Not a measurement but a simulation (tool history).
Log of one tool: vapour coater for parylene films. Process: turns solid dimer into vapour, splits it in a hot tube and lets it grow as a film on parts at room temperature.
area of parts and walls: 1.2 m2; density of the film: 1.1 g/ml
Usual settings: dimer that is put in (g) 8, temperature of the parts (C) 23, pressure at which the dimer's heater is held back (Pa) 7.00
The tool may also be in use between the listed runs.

| run | hour | dimer that is put in (g) | temperature of the parts (C) | pressure at which the dimer's heater is held back (Pa) | thickness of the film (nm) |
|---|---|---|---|---|---|
| 1 | 0.0 | 8 | 23 | 7.00 | 4305 |
| 2 | 9.0 | 6 | 23 | 7.00 | 3229 |
| 3 | 23.9 | 8 | 23 | 7.00 | 4312 |
| 4 | 38.2 | 8 | 23 | 7.00 | 4320 |
| 5 | 50.8 | 8 | 23 | 7.00 | 4323 |
| 6 | 60.2 | 8 | 23 | 7.00 | 4307 |
| 7 | 75.1 | 8 | 23 | 7.00 | 4314 |
| 8 | 92.0 | 8 | 23 | 7.00 | 4317 |
| 9 | 108.1 | 8 | 23 | 7.00 | 4318 |
| 10 | 121.8 | 8 | 23 | 7.00 | 4324 |
| 11 | 135.8 | 8 | 23 | 7.00 | 4338 |
|  | 153.4 | trap's valve overhauled |
| 12 | 153.4 | 8 | 23 | 7.00 | 4333 |
| 13 | 164.2 | 8 | 23 | 7.00 | 4363 |
| 14 | 174.9 | 8 | 19 | 7.00 | 5039 |
| 15 | 185.6 | 8 | 23 | 7.00 | 4364 |
| 16 | 194.2 | 8 | 26 | 7.00 | 3912 |
| 17 | 202.5 | 8 | 15 | 7.00 | 5819 |
| 18 | 218.9 | 8 | 15 | 7.00 | 5845 |
| 19 | 229.3 | 8 | 23 | 7.00 | 4364 |
| 20 | 243.7 | 8 | 23 | 7.00 | 4353 |
| 21 | 258.5 | 8 | 23 | 7.00 | 4375 |
| 22 | 270.5 | 8 | 23 | 7.00 | 4395 |
| 23 | 281.9 | 8 | 23 | 7.00 | 4391 |
| 24 | 294.4 | 8 | 23 | 7.00 | 4385 |
| 25 | 310.1 | 7 | 16 | 4.34 | 5152 |
| 26 | 327.6 | 14 | 32 | 5.52 | 5656 |
| 27 | 335.2 | 14 | 32 | 5.52 | 5669 |
| 28 | 351.9 | 4 | 18 | 5.85 | 2671 |

Forecast run 29:
| 29 | 359.7 | 4 | 18 | 5.85 | ? |

thickness of the film (nm): 2672
Without the tool's hidden state the same run would have given thickness of the film (nm) 2621.
